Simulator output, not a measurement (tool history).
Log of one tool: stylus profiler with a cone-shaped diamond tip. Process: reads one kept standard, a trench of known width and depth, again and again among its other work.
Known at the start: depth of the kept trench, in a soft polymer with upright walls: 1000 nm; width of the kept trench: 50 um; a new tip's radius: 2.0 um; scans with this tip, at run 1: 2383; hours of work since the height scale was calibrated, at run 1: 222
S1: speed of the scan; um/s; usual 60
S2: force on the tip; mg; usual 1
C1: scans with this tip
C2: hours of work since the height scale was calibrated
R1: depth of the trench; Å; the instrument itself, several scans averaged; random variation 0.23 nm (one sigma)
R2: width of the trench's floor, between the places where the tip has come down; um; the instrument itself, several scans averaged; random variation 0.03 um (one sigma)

{"run": 1, "hour": 0.0, "S1": 60, "S2": 1, "C1": 2383, "C2": 222, "R1": 10093.9, "R2": 45.34}
{"run": 2, "hour": 11.9, "S1": 60, "S2": 1, "C1": 2468, "C2": 230, "R1": 10092.6, "R2": 45.37}
{"run": 3, "hour": 24.5, "S1": 60, "S2": 1.87, "C1": 2557, "C2": 238, "R1": 10142.7, "R2": 45.44}
{"run": 4, "hour": 35.9, "S1": 60, "S2": 1.05, "C1": 2639, "C2": 245, "R1": 10099.8, "R2": 45.31}
{"run": 5, "hour": 51.5, "S1": 60, "S2": 1.05, "C1": 2750, "C2": 256, "R1": 10101.5, "R2": 45.3}
{"run": 6, "hour": 60.7, "S1": 60, "S2": 1.05, "C1": 2814, "C2": 262, "R1": 10102.2, "R2": 45.28}
{"run": 7, "hour": 70.8, "S1": 60, "S2": 1.05, "C1": 2887, "C2": 269, "R1": 10102.8, "R2": 45.33}
{"run": 8, "hour": 84.6, "S1": 60, "S2": 1, "C1": 2984, "C2": 278, "R1": 10094.4, "R2": 45.17}
{"run": 9, "hour": 105.3, "S1": 60, "S2": 1, "C1": 3132, "C2": 291, "R1": 10097.9, "R2": 45.25}
{"run": 10, "hour": 123.3, "S1": 23, "S2": 1, "C1": 3260, "C2": 303, "R1": 10098.1, "R2": 45.6}
{"run": 11, "hour": 138.9, "S1": 23, "S2": 1, "C1": 3371, "C2": 314, "R1": 10099.2, "R2": 45.49}
{"run": 12, "hour": 154.6, "S1": 23, "S2": 1, "C1": 3482, "C2": 324, "R1": 10102.8, "R2": 45.52}
{"run": 13, "hour": 174.4, "S1": 23, "S2": 1, "C1": 3623, "C2": 337, "R1": 10100.3, "R2": 45.48}
{"run": 14, "hour": 190.7, "S1": 60, "S2": 0.48, "C1": 3739, "C2": 348, "R1": 10063.3, "R2": 44.78}
{"run": 15, "hour": 202.9, "S1": 60, "S2": 0.48, "C1": 3826, "C2": 356, "R1": 10064.3, "R2": 44.77}
{"run": 16, "hour": 219.8, "S1": 60, "S2": 0.48, "C1": 3946, "C2": 367, "R1": 10068, "R2": 44.76}
{"run": 17, "hour": 233.3, "S1": 76, "S2": 1, "C1": 4042, "C2": 376, "R1": 10100.7, "R2": 44.9}
{"run": 18, "hour": 243.9, "S1": 60, "S2": 0.55, "C1": 4118, "C2": 383, "R1": 10066.9, "R2": 44.82}
{"run": 19, "hour": 261.4, "S1": 60, "S2": 0.55, "C1": 4242, "C2": 395, "R1": 10070.6, "R2": 44.8}
{"run": 20, "hour": 277.1, "S1": 60, "S2": 0.55, "C1": 4353, "C2": 405, "R1": 10075.6, "R2": 44.79}
{"run": 21, "hour": 292.0, "S1": 44, "S2": 0.55, "C1": 4459, "C2": 415, "R1": 10075.1, "R2": 44.96}
{"run": 22, "hour": 311.5, "S1": 60, "S2": 1, "C1": 4598, "C2": 428, "R1": 10101.1, "R2": 44.88}
{"run": 23, "hour": 329.1, "S1": 60, "S2": 1, "C1": 4723, "C2": 439, "R1": 10101.4, "R2": 44.96}
{"run": 24, "hour": 338.6, "S1": 36, "S2": 0.87, "C1": 4791, "C2": 446, "R1": 10095.2, "R2": 45.08}
{"run": 25, "hour": 354.6, "S1": 148, "S2": 1.18, "C1": 4905, "C2": 456, "R1": 10118, "R2": 44.08}
{"run": 26, "hour": 370.2, "S1": 148, "S2": 1.18, "C1": 5015, "C2": 467, "R1": 10115.2, "R2": 44.04}
{"run": 27, "hour": 391.4, "S1": 136, "S2": 2.98, "C1": 5166, "C2": 481, "R1": 10206.9, "R2": 44.61}
{"run": 28, "hour": 401.4, "S1": 136, "S2": 2.98, "C1": 5237, "C2": 487, "R1": 10203.7, "R2": 44.61}
{"hour": 403.5, "done": "height scale calibrated on a step standard"}
{"run": 29, "hour": 421.8, "S1": 119, "S2": 0.59, "C1": 5379, "C2": 12, "R1": 10082.9, "R2": 43.81}
{"run": 30, "hour": 434.9, "S1": 119, "S2": 0.59, "C1": 5472, "C2": 21, "R1": 10081.3, "R2": 43.78}
{"hour": 449.0, "done": "height scale calibrated on a step standard, once more"}
{"run": 31, "hour": 449.0, "S1": 104, "S2": 0.67, "C1": 5568, "C2": 0, "R1": 10063.9, "R2": 44.05}
{"run": 32, "hour": 469.1, "S1": 104, "S2": 0.67, "C1": 5712, "C2": 13, "R1": 10064.8, "R2": 44.01}
{"run": 33, "hour": 488.2, "S1": 104, "S2": 0.67, "C1": 5847, "C2": 26, "R1": 10060.9, "R2": 44.03}
{"run": 34, "hour": 509.6, "S1": 104, "S2": 0.67, "C1": 6000, "C2": 40, "R1": 10066.6, "R2": 44.01}
{"run": 35, "hour": 519.2, "S1": 76, "S2": 0.5, "C1": 6068, "C2": 46, "R1": 10056.3, "R2": 44.23}
{"run": 36, "hour": 532.6, "S1": 16, "S2": 1, "C1": 6163, "C2": 55, "R1": 10090.2, "R2": 45.14}
{"run": 37, "hour": 543.7, "S1": 86, "S2": 1.26, "C1": 6242, "C2": 63, "R1": 10099.9, "R2": 44.47}
{"run": 38, "hour": 556.7, "S1": 60, "S2": 0.58, "C1": 6334, "C2": 71, "R1": 10062.4, "R2": 44.47}
{"run": 39, "hour": 569.1, "S1": 81, "S2": 1, "C1": 6422, "C2": 79, "R1": 10087.4, "R2": 44.35}
{"run": 40, "hour": 586.8, "S1": 15, "S2": 0.37, "C1": 6548, "C2": 91, "R1": 10044.4, "R2": 44.92}
{"run": 41, "hour": 604.2, "S1": 205, "S2": 0.66, "C1": 6672, "C2": 103, "R1": 10067, "R2": 42.63}
{"run": 42, "hour": 614.0, "S1": 135, "S2": 1.26, "C1": 6742, "C2": 109, "R1": 10104.5, "R2": 43.93}
{"run": 43, "hour": 633.5, "S1": 101, "S2": 0.71, "C1": 6880, "C2": 122, "R1": 10073.8, "R2": 43.9}
{"run": 44, "hour": 654.7, "S1": 101, "S2": 0.71, "C1": 7031, "C2": 136, "R1": 10078.7, "R2": 43.87}
{"run": 45, "hour": 664.9, "S1": 53, "S2": 0.7, "C1": 7104, "C2": 143, "R1": 10071.3, "R2": 44.48}
{"run": 46, "hour": 680.0, "S1": 53, "S2": 0.7, "C1": 7211, "C2": 153, "R1": 10078.6, "R2": 44.42}

3 ways to go on from here, each from the tool as it stands after run 46. What would each give?
{"run": "A", "hour": 698.0, "S1": 26, "S2": 2.31, "C1": 7339, "C2": 165, "R1": "?", "R2": "?"}
{"run": "B", "hour": 698.0, "S1": 41, "S2": 0.88, "C1": 7339, "C2": 165, "R1": "?", "R2": "?"}
{"run": "C", "hour": 698.0, "S1": 193, "S2": 0.54, "C1": 7339, "C2": 165, "R1": "?", "R2": "?"}

run=A R1=10165.8 R2=44.84
run=B R1=10084.4 R2=44.65
run=C R1=10065.2 R2=42.32
Without the tool's hidden state the same runs would have given:
run=A R1=10163.1 R2=46.3
run=B R1=10081.7 R2=46.1
run=C R1=10062.5 R2=43.77
